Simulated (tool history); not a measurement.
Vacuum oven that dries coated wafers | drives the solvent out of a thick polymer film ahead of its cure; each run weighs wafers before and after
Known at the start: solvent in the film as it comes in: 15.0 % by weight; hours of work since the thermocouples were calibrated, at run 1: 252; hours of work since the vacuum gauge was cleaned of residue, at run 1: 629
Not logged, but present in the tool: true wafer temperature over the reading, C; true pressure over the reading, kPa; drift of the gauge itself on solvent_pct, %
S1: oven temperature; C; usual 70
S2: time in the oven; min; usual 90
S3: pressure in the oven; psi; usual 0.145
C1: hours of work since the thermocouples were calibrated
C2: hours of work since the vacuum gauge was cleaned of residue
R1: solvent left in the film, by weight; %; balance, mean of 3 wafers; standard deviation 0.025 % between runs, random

run 1 hour=0 | S1=70 S2=90 S3=0.145 | C1=252 C2=629 | R1=1.87
run 2 hour=9.3 | S1=70 S2=90 S3=0.145 | C1=256 C2=633 | R1=1.88
run 3 hour=17.9 | S1=70 S2=90 S3=0.145 | C1=259 C2=636 | R1=1.87
run 4 hour=33.6 | S1=70 S2=90 S3=0.145 | C1=265 C2=642 | R1=1.92
run 5 hour=42.9 | S1=70 S2=90 S3=0.145 | C1=269 C2=646 | R1=1.89
run 6 hour=56.2 | S1=70 S2=90 S3=0.145 | C1=275 C2=652 | R1=1.89
run 7 hour=71.8 | S1=70 S2=90 S3=0.145 | C1=281 C2=658 | R1=1.86
run 8 hour=79.1 | S1=70 S2=90 S3=0.145 | C1=284 C2=661 | R1=1.87
run 9 hour=88.9 | S1=70 S2=90 S3=0.145 | C1=288 C2=665 | R1=1.92
run 10 hour=96.9 | S1=62 S2=75 S3=0.406 | C1=291 C2=668 | R1=6.79
run 11 hour=110.3 | S1=62 S2=55 S3=0.213 | C1=297 C2=674 | R1=6.12
run 12 hour=121.2 | S1=62 S2=55 S3=0.213 | C1=301 C2=678 | R1=6.08
run 13 hour=137.9 | S1=73 S2=64 S3=0.234 | C1=308 C2=685 | R1=2.49
run 14 hour=146.1 | S1=73 S2=64 S3=0.234 | C1=311 C2=688 | R1=2.45
run 15 hour=160.6 | S1=73 S2=64 S3=0.234 | C1=317 C2=694 | R1=2.48
run 16 hour=174.5 | S1=73 S2=64 S3=0.234 | C1=323 C2=700 | R1=2.51
run 17 hour=191.3 | S1=56 S2=64 S3=0.361 | C1=330 C2=707 | R1=9.19
run 18 hour=206.1 | S1=56 S2=104 S3=0.419 | C1=336 C2=713 | R1=8.55

3 options for the next run, each taken on its own from the tool as it stands now. Forecast them:
run A hour=219 | S1=82 S2=69 S3=0.419 | C1=341 C2=718 | R1=?
run B hour=219 | S1=70 S2=53 S3=0.09 | C1=341 C2=718 | R1=?
run C hour=219 | S1=74 S2=87 S3=0.367 | C1=341 C2=718 | R1=?

run=A R1=2.29
run=B R1=2.62
run=C R1=2.9
Take away the tool's hidden state, keep each run's random variation, and the runs would have read:
run=A R1=2.09
run=B R1=2.39
run=C R1=2.63

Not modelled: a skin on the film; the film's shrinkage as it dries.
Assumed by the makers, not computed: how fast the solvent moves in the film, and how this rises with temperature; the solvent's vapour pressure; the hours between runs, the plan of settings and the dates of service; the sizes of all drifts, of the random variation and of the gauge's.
